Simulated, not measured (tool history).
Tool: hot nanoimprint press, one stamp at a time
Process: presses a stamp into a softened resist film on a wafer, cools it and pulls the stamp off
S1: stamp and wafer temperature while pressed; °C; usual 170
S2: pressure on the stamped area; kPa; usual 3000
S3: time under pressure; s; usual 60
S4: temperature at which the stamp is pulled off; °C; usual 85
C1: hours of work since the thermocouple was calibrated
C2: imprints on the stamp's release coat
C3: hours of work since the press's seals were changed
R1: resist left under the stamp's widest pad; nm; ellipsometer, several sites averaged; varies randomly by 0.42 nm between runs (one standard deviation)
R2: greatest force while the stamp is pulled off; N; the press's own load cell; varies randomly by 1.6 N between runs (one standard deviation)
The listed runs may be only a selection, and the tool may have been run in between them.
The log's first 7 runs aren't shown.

-- hour=298.9 plate thermocouple calibrated
run 8 hour=307.3 | S1=170 S2=3000 S3=60 S4=85 | C1=6 C2=531 C3=379 | R1=111.7 R2=189
-- hour=349.3 stamp cleaned and given a new release coat
run 9 hour=362.2 | S1=170 S2=3000 S3=60 S4=90 | C1=39 C2=47 C3=412 | R1=109.9 R2=161
run 10 hour=390.0 | S1=170 S2=3000 S3=60 S4=85 | C1=58 C2=147 C3=431 | R1=111.0 R2=169
run 11 hour=414.4 | S1=170 S2=3000 S3=60 S4=85 | C1=75 C2=234 C3=448 | R1=110.2 R2=177
run 12 hour=450.3 | S1=170 S2=3000 S3=60 S4=85 | C1=99 C2=363 C3=472 | R1=110.0 R2=181
run 13 hour=499.1 | S1=170 S2=3000 S3=60 S4=85 | C1=132 C2=538 C3=505 | R1=109.1 R2=186
-- hour=538.1 stamp cleaned and given a new release coat
run 14 hour=538.5 | S1=170 S2=3000 S3=60 S4=85 | C1=155 C2=2 C3=528 | R1=109.3 R2=159
run 15 hour=564.9 | S1=170 S2=3000 S3=63 S4=85 | C1=173 C2=96 C3=546 | R1=106.2 R2=167
run 16 hour=592.1 | S1=170 S2=3000 S3=48 S4=90 | C1=192 C2=194 C3=565 | R1=116.1 R2=165
run 17 hour=630.9 | S1=170 S2=1830 S3=71 S4=85 | C1=218 C2=333 C3=591 | R1=120.8 R2=182
run 18 hour=672.9 | S1=170 S2=3110 S3=33 S4=77 | C1=247 C2=484 C3=620 | R1=127.9 R2=191
-- hour=727.6 stamp cleaned and given a new release coat
run 19 hour=731.3 | S1=170 S2=3110 S3=33 S4=77 | C1=282 C2=14 C3=655 | R1=126.9 R2=172
run 20 hour=774.9 | S1=169 S2=4770 S3=55 S4=85 | C1=312 C2=170 C3=685 | R1=97.1 R2=170
run 21 hour=828.1 | S1=169 S2=4770 S3=55 S4=85 | C1=348 C2=361 C3=721 | R1=96.6 R2=177
-- hour=879.0 press's hydraulic seals changed and the load cell set to zero
run 22 hour=888.3 | S1=169 S2=4770 S3=55 S4=85 | C1=384 C2=549 C3=6 | R1=94.5 R2=189
-- hour=924.3 stamp cleaned and given a new release coat
run 23 hour=935.7 | S1=173 S2=4770 S3=55 S4=90 | C1=412 C2=42 C3=35 | R1=74.6 R2=157
run 24 hour=973.2 | S1=173 S2=4770 S3=55 S4=90 | C1=438 C2=176 C3=60 | R1=74.1 R2=166
run 25 hour=1004.3 | S1=165 S2=4280 S3=36 S4=70 | C1=459 C2=288 C3=81 | R1=135.2 R2=191
-- hour=1016.9 plate thermocouple calibrated
run 26 hour=1037.5 | S1=165 S2=4280 S3=36 S4=81 | C1=14 C2=397 C3=102 | R1=144.7 R2=187
run 27 hour=1071.5 | S1=175 S2=4280 S3=36 S4=81 | C1=37 C2=519 C3=125 | R1=89.9 R2=193
-- hour=1116.9 stamp cleaned and given a new release coat
run 28 hour=1119.7 | S1=174 S2=3000 S3=60 S4=76 | C1=66 C2=10 C3=154 | R1=89.5 R2=176
run 29 hour=1145.9 | S1=163 S2=1810 S3=53 S4=91 | C1=84 C2=104 C3=172 | R1=167.4 R2=160
run 30 hour=1173.0 | S1=170 S2=2980 S3=32 S4=82 | C1=102 C2=202 C3=190 | R1=133.1 R2=176

What if the next run were any one of these 4? Each begins from the tool's condition after run 30:
run A hour=1218.2 | S1=161 S2=3000 S3=56 S4=75 | C1=133 C2=364 C3=221 | R1=? R2=?
run B hour=1218.2 | S1=170 S2=3000 S3=38 S4=85 | C1=133 C2=364 C3=221 | R1=? R2=?
run C hour=1218.2 | S1=170 S2=2980 S3=32 S4=71 | C1=133 C2=364 C3=221 | R1=? R2=?
run D hour=1218.2 | S1=170 S2=3000 S3=42 S4=85 | C1=133 C2=364 C3=221 | R1=? R2=?

run=A R1=158.7 R2=190
run=B R1=126.7 R2=180
run=C R1=132.5 R2=198
run=D R1=122.5 R2=179
Had the tool no hidden state, the same runs would have come out as:
run=A R1=160.3 R2=173
run=B R1=128.5 R2=164
run=C R1=134.3 R2=181
run=D R1=124.4 R2=163
